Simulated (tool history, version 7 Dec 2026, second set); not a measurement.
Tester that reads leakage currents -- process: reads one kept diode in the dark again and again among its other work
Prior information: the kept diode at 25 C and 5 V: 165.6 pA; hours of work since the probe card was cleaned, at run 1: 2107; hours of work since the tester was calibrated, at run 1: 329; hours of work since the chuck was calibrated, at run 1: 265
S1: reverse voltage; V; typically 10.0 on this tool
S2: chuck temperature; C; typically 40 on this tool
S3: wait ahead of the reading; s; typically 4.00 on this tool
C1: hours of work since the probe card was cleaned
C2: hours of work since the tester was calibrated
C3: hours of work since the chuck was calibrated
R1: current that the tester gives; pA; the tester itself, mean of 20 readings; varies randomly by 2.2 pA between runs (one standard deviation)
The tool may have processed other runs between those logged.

run 1 hour=0.0 | S1=10.0 S2=40 S3=4.00 | C1=2107 C2=329 C3=265 | R1=728.91
run 2 hour=57.1 | S1=10.0 S2=40 S3=4.00 | C1=2135 C2=356 C3=293 | R1=729.27
run 3 hour=104.4 | S1=10.0 S2=40 S3=4.00 | C1=2158 C2=379 C3=315 | R1=732.25
run 4 hour=129.7 | S1=10.0 S2=40 S3=4.00 | C1=2170 C2=391 C3=328 | R1=727.34
run 5 hour=170.0 | S1=10.0 S2=40 S3=4.00 | C1=2189 C2=410 C3=347 | R1=734.66
run 6 hour=206.2 | S1=10.0 S2=40 S3=4.00 | C1=2206 C2=428 C3=364 | R1=727.04
run 7 hour=240.6 | S1=10.0 S2=40 S3=4.00 | C1=2223 C2=444 C3=381 | R1=725.80
run 8 hour=275.7 | S1=10.0 S2=40 S3=3.63 | C1=2240 C2=461 C3=398 | R1=729.96
run 9 hour=311.7 | S1=10.0 S2=40 S3=4.00 | C1=2257 C2=478 C3=415 | R1=725.30
run 10 hour=349.6 | S1=3.8 S2=40 S3=4.00 | C1=2275 C2=496 C3=433 | R1=414.74
run 11 hour=391.1 | S1=3.8 S2=40 S3=4.00 | C1=2295 C2=516 C3=453 | R1=413.32
run 12 hour=440.0 | S1=3.8 S2=40 S3=4.00 | C1=2319 C2=540 C3=476 | R1=410.90
run 13 hour=472.0 | S1=3.8 S2=40 S3=4.00 | C1=2334 C2=555 C3=492 | R1=411.38
run 14 hour=509.2 | S1=10.0 S2=40 S3=4.00 | C1=2352 C2=573 C3=510 | R1=723.86
run 15 hour=547.8 | S1=10.0 S2=40 S3=2.12 | C1=2370 C2=592 C3=528 | R1=722.90
run 16 hour=596.7 | S1=10.0 S2=22 S3=2.12 | C1=2394 C2=615 C3=552 | R1=212.50
run 17 hour=650.0 | S1=10.0 S2=22 S3=2.12 | C1=2419 C2=641 C3=577 | R1=209.94
run 18 hour=676.2 | S1=12.0 S2=40 S3=4.00 | C1=2432 C2=653 C3=590 | R1=801.52
run 19 hour=705.3 | S1=10.0 S2=40 S3=0.48 | C1=2446 C2=667 C3=604 | R1=726.18
run 20 hour=745.5 | S1=10.0 S2=40 S3=0.48 | C1=2465 C2=686 C3=623 | R1=722.79
run 21 hour=797.6 | S1=3.3 S2=40 S3=6.42 | C1=2490 C2=711 C3=648 | R1=377.19
run 22 hour=854.4 | S1=10.0 S2=21 S3=1.62 | C1=2517 C2=739 C3=675 | R1=197.20
run 23 hour=888.2 | S1=10.0 S2=21 S3=1.62 | C1=2534 C2=755 C3=691 | R1=197.88
-- hour=911.1 chuck's temperature calibrated
run 24 hour=947.6 | S1=10.0 S2=39 S3=1.50 | C1=2561 C2=782 C3=17 | R1=649.63
run 25 hour=986.5 | S1=10.0 S2=39 S3=1.50 | C1=2580 C2=801 C3=36 | R1=653.21
run 26 hour=1029.3 | S1=10.0 S2=31 S3=4.00 | C1=2600 C2=822 C3=57 | R1=376.83
run 27 hour=1079.3 | S1=10.0 S2=27 S3=4.00 | C1=2624 C2=846 C3=81 | R1=287.34
run 28 hour=1137.6 | S1=10.0 S2=27 S3=4.00 | C1=2652 C2=874 C3=109 | R1=286.69
run 29 hour=1168.2 | S1=4.9 S2=37 S3=2.74 | C1=2667 C2=888 C3=123 | R1=372.49
run 30 hour=1222.0 | S1=4.9 S2=37 S3=2.74 | C1=2693 C2=914 C3=149 | R1=374.55
-- hour=1230.9 chuck's temperature calibrated, once more
run 31 hour=1276.6 | S1=10.0 S2=25 S3=1.82 | C1=2718 C2=939 C3=22 | R1=272.34
run 32 hour=1308.6 | S1=10.0 S2=25 S3=1.82 | C1=2733 C2=955 C3=37 | R1=272.31
run 33 hour=1332.9 | S1=3.3 S2=28 S3=1.05 | C1=2745 C2=966 C3=49 | R1=173.22
run 34 hour=1385.2 | S1=1.9 S2=35 S3=0.50 | C1=2770 C2=991 C3=74 | R1=203.61
run 35 hour=1428.5 | S1=1.9 S2=35 S3=0.50 | C1=2791 C2=1012 C3=95 | R1=203.70
run 36 hour=1467.6 | S1=1.9 S2=35 S3=0.50 | C1=2810 C2=1031 C3=114 | R1=203.29
run 37 hour=1504.1 | S1=10.5 S2=35 S3=0.50 | C1=2827 C2=1048 C3=131 | R1=560.37
run 38 hour=1558.7 | S1=10.0 S2=40 S3=0.71 | C1=2853 C2=1075 C3=157 | R1=745.31
run 39 hour=1609.6 | S1=10.0 S2=40 S3=0.71 | C1=2878 C2=1099 C3=182 | R1=749.34
run 40 hour=1655.2 | S1=10.0 S2=27 S3=2.46 | C1=2900 C2=1121 C3=204 | R1=308.31

Below are 3 alternative next runs, each starting from the tool's condition after run 40. Predict each:
run A hour=1710.4 | S1=7.7 S2=40 S3=1.16 | C1=2926 C2=1147 C3=230 | R1=?
run B hour=1710.4 | S1=4.4 S2=29 S3=2.81 | C1=2926 C2=1147 C3=230 | R1=?
run C hour=1710.4 | S1=10.0 S2=23 S3=0.34 | C1=2926 C2=1147 C3=230 | R1=?

run=A R1=637.07
run=B R1=216.44
run=C R1=247.33
Without the tool's unlogged condition, the same runs would have read:
run=A R1=625.20
run=B R1=207.84
run=C R1=223.66

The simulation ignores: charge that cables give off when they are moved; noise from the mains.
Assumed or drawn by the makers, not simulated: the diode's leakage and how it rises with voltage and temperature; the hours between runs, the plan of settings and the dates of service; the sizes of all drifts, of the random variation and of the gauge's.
